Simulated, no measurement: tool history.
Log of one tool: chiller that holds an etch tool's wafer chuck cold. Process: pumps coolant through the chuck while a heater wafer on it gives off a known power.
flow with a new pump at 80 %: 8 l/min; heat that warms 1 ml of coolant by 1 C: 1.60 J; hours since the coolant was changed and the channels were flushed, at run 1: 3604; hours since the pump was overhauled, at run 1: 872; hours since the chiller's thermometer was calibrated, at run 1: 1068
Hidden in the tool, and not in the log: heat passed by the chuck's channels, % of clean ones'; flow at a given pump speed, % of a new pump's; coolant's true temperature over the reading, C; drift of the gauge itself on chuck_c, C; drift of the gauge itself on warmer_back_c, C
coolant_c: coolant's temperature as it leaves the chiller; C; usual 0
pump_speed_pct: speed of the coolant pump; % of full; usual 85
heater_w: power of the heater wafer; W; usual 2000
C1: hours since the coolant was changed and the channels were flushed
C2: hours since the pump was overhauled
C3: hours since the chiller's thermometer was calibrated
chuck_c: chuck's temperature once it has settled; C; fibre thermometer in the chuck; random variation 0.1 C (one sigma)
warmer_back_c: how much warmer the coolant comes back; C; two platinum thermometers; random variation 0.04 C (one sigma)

Run 1, hour 0: usual settings; C1 3604; C2 872; C3 1068. Result: chuck_c 14.8 C, warmer_back_c 8.89 C.
Run 2, hour 41.7: usual settings but pump_speed_pct 92 % of full; C1 3645; C2 913; C3 1109. Result: chuck_c 13.8 C, warmer_back_c 8.18 C.
Run 3, hour 72: usual settings but pump_speed_pct 92 % of full; C1 3676; C2 944; C3 1140. Result: chuck_c 13.7 C, warmer_back_c 8.14 C.
Run 4, hour 100.8: usual settings but pump_speed_pct 92 % of full; C1 3705; C2 973; C3 1168. Result: chuck_c 13.9 C, warmer_back_c 8.22 C.
Run 5, hour 137.4: usual settings but pump_speed_pct 61 % of full; C1 3741; C2 1009; C3 1205. Result: chuck_c 20.7 C, warmer_back_c 12.73 C.
Run 6, hour 166: usual settings but pump_speed_pct 61 % of full; C1 3770; C2 1038; C3 1234. Result: chuck_c 20.6 C, warmer_back_c 12.81 C.
Run 7, hour 196.9: usual settings but coolant_c -2 C; C1 3801; C2 1069; C3 1265. Result: chuck_c 13 C, warmer_back_c 8.9 C.
Run 8, hour 218.7: usual settings but coolant_c -7 C; C1 3822; C2 1090; C3 1286. Result: chuck_c 8 C, warmer_back_c 9 C.
Run 9, hour 260.3: usual settings; C1 3864; C2 1132; C3 1328. Result: chuck_c 14.9 C, warmer_back_c 8.91 C.
Run 10, hour 302.6: usual settings; C1 3906; C2 1174; C3 1370. Result: chuck_c 15.1 C, warmer_back_c 8.9 C.
Run 11, hour 331.1: usual settings but pump_speed_pct 73 % of full; C1 3935; C2 1203; C3 1399. Result: chuck_c 17.3 C, warmer_back_c 10.54 C.
Run 12, hour 372.9: usual settings but pump_speed_pct 73 % of full; C1 3977; C2 1245; C3 1441. Result: chuck_c 17.4 C, warmer_back_c 10.42 C.
Run 13, hour 415.7: usual settings; C1 4019; C2 1287; C3 1483. Result: chuck_c 15.1 C, warmer_back_c 8.95 C.
At hour 435.7: coolant changed, channels flushed.
Run 14, hour 465.4: usual settings but pump_speed_pct 72 % of full; C1 30; C2 1331; C3 1527. Result: chuck_c 16.7 C, warmer_back_c 10.7 C.
Run 15, hour 495: usual settings but pump_speed_pct 72 % of full; C1 59; C2 1361; C3 1557. Result: chuck_c 16.8 C, warmer_back_c 10.64 C.
Run 16, hour 528.9: usual settings but pump_speed_pct 72 % of full; C1 93; C2 1395; C3 1590. Result: chuck_c 16.9 C, warmer_back_c 10.66 C.
Run 17, hour 567.6: usual settings but pump_speed_pct 72 % of full; C1 132; C2 1433; C3 1629. Result: chuck_c 16.7 C, warmer_back_c 10.67 C.
Run 18, hour 599.3: usual settings but coolant_c -10 C, pump_speed_pct 96 % of full, heater_w 2162 W; C1 164; C2 1465; C3 1661. Result: chuck_c 3.5 C, warmer_back_c 8.5 C.
At hour 604.1: chiller's thermometer calibrated.
Run 19, hour 644.5: usual settings but coolant_c 10 C, pump_speed_pct 88 % of full, heater_w 1159 W; C1 208; C2 1509; C3 40. Result: chuck_c 17.9 C, warmer_back_c 5.05 C.
Run 20, hour 683.8: usual settings but coolant_c 5 C; C1 247; C2 1549; C3 80. Result: chuck_c 19.4 C, warmer_back_c 8.89 C.
At hour 730.4: chiller's thermometer calibrated, once more.
Run 21, hour 733.1: usual settings but coolant_c 5 C; C1 295; C2 1597; C3 3. Result: chuck_c 19.4 C, warmer_back_c 8.95 C.
Run 22, hour 777.9: usual settings but pump_speed_pct 64 % of full; C1 340; C2 1642; C3 47. Result: chuck_c 19.1 C, warmer_back_c 12.14 C.
Run 23, hour 824.8: usual settings but coolant_c 5 C, pump_speed_pct 64 % of full; C1 387; C2 1689; C3 94. Result: chuck_c 24.2 C, warmer_back_c 12.27 C.
Run 24, hour 851.7: usual settings but coolant_c 5 C, pump_speed_pct 62 % of full, heater_w 1947 W; C1 414; C2 1715; C3 121. Result: chuck_c 24.2 C, warmer_back_c 12.33 C.
Run 25, hour 880.7: usual settings but coolant_c 9 C, heater_w 2353 W; C1 443; C2 1744; C3 150. Result: chuck_c 25.9 C, warmer_back_c 10.53 C.
Run 26, hour 920.9: usual settings but coolant_c 9 C, heater_w 2353 W; C1 483; C2 1785; C3 191. Result: chuck_c 26 C, warmer_back_c 10.58 C.
Run 27, hour 965.7: usual settings but coolant_c 1 C, pump_speed_pct 66 % of full, heater_w 2885 W; C1 528; C2 1829; C3 235. Result: chuck_c 27.8 C, warmer_back_c 16.98 C.
Run 28, hour 990.3: usual settings but coolant_c -4 C, pump_speed_pct 66 % of full, heater_w 2885 W; C1 553; C2 1854; C3 260. Result: chuck_c 22.9 C, warmer_back_c 17.03 C.
Run 29, hour 1014.7: usual settings but coolant_c -5 C, heater_w 1063 W; C1 577; C2 1878; C3 284. Result: chuck_c 2.7 C, warmer_back_c 4.78 C.
Run 30, hour 1048.4: usual settings but coolant_c -5 C, heater_w 1063 W; C1 611; C2 1912; C3 318. Result: chuck_c 2.8 C, warmer_back_c 4.81 C.
Run 31, hour 1082.3: usual settings but coolant_c -7 C, heater_w 1138 W; C1 645; C2 1946; C3 352. Result: chuck_c 1.3 C, warmer_back_c 5.13 C.

3 ways to go on from here, each from the tool as it stands after run 31. What would each give?
Run A, hour 1108.8: usual settings but coolant_c -3 C, heater_w 1138 W; C1 671; C2 1973; C3 378. Result: chuck_c ?, warmer_back_c ?.
Run B, hour 1108.8: usual settings but coolant_c 7 C, heater_w 1988 W; C1 671; C2 1973; C3 378. Result: chuck_c ?, warmer_back_c ?.
Run C, hour 1108.8: usual settings but coolant_c -7 C, pump_speed_pct 82 % of full, heater_w 1138 W; C1 671; C2 1973; C3 378. Result: chuck_c ?, warmer_back_c ?.

run  chuck_c  warmer_back_c
  A        5           5.11
  B     21.4           8.97
  C      1.6           5.29
Without the tool's hidden state the same runs would have given:
run  chuck_c  warmer_back_c
  A      4.7           4.96
  B     20.8           8.72
  C      1.3           5.13

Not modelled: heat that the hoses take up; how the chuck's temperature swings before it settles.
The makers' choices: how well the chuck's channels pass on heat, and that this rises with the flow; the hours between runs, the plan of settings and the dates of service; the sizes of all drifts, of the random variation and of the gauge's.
